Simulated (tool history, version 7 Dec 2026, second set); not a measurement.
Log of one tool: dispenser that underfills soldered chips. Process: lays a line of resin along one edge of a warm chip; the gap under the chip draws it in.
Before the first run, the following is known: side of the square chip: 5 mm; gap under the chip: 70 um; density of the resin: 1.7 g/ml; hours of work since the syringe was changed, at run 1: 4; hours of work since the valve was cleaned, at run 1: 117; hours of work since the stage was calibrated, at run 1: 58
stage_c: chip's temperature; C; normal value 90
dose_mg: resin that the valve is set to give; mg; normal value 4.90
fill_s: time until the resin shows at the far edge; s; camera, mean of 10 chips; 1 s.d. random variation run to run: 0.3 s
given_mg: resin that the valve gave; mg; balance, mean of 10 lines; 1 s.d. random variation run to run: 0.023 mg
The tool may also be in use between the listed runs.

| run | hour | stage_c | dose_mg | hours of work since the syringe was changed | hours of work since the valve was cleaned | hours of work since the stage was calibrated | fill_s | given_mg |
|---|---|---|---|---|---|---|---|---|
| 1 | 0.0 | 90 | 4.90 | 4 | 117 | 58 | 7.5 | 4.41 |
|  | 2.5 | new syringe of resin |
|  | 10.9 | new syringe of resin |
| 2 | 13.1 | 90 | 4.90 | 1 | 125 | 66 | 6.1 | 4.45 |
|  | 19.4 | new syringe of resin |
|  | 20.4 | dispensing valve cleaned and set on the balance |
| 3 | 25.9 | 90 | 4.69 | 3 | 3 | 73 | 7.0 | 4.69 |
|  | 29.4 | new syringe of resin |
| 4 | 35.4 | 90 | 4.90 | 4 | 9 | 79 | 7.4 | 4.88 |
|  | 37.9 | new syringe of resin |
| 5 | 45.6 | 90 | 4.90 | 5 | 16 | 85 | 8.0 | 4.85 |
|  | 47.0 | new syringe of resin |
|  | 55.4 | new syringe of resin |
| 6 | 58.6 | 90 | 4.90 | 2 | 23 | 93 | 6.3 | 4.78 |
|  | 64.2 | new syringe of resin |
| 7 | 71.7 | 90 | 4.90 | 5 | 32 | 101 | 7.8 | 4.82 |
|  | 72.6 | new syringe of resin |
|  | 81.2 | new syringe of resin |
| 8 | 82.3 | 90 | 4.90 | 1 | 38 | 108 | 5.6 | 4.75 |
|  | 90.0 | new syringe of resin |
| 9 | 90.7 | 88 | 6.14 | 0 | 43 | 113 | 6.0 | 5.92 |
|  | 98.6 | new syringe of resin |
| 10 | 100.6 | 88 | 6.14 | 1 | 49 | 119 | 6.8 | 5.91 |
|  | 108.1 | new syringe of resin |
| 11 | 108.1 | 90 | 5.91 | 0 | 54 | 123 | 5.5 | 5.65 |
|  | 116.8 | new syringe of resin |
| 12 | 121.5 | 92 | 5.55 | 3 | 62 | 132 | 6.3 | 5.30 |
|  | 125.8 | new syringe of resin |
|  | 134.1 | new syringe of resin |
| 13 | 134.6 | 80 | 5.49 | 0 | 70 | 140 | 7.6 | 5.18 |
|  | 143.0 | new syringe of resin |
| 14 | 145.1 | 80 | 5.49 | 1 | 76 | 146 | 8.7 | 5.16 |
|  | 152.0 | new syringe of resin |
| 15 | 156.1 | 85 | 4.57 | 3 | 83 | 153 | 8.0 | 4.29 |
|  | 160.7 | new syringe of resin |
| 16 | 168.4 | 85 | 4.57 | 5 | 91 | 160 | 9.8 | 4.26 |

Below are 3 alternative next runs, each starting from the tool's condition after run 16. Predict each:
|  | 169.8 | new syringe of resin |
|  | 178.7 | new syringe of resin |
| A | 180.6 | 85 | 4.41 | 1 | 98 | 168 | ? | ? |
|  | 169.8 | new syringe of resin |
|  | 178.7 | new syringe of resin |
| B | 180.6 | 105 | 4.67 | 1 | 98 | 168 | ? | ? |
|  | 169.8 | new syringe of resin |
|  | 178.7 | new syringe of resin |
| C | 180.6 | 85 | 4.22 | 1 | 98 | 168 | ? | ? |

| run | fill_s | given_mg |
|---|---|---|
| A | 7.2 | 4.08 |
| B | 4.3 | 4.32 |
| C | 7.9 | 3.89 |
Without the tool's unlogged condition, the same runs would have read:
| run | fill_s | given_mg |
|---|---|---|
| A | 6.2 | 4.42 |
| B | 3.9 | 4.68 |
| C | 6.9 | 4.21 |
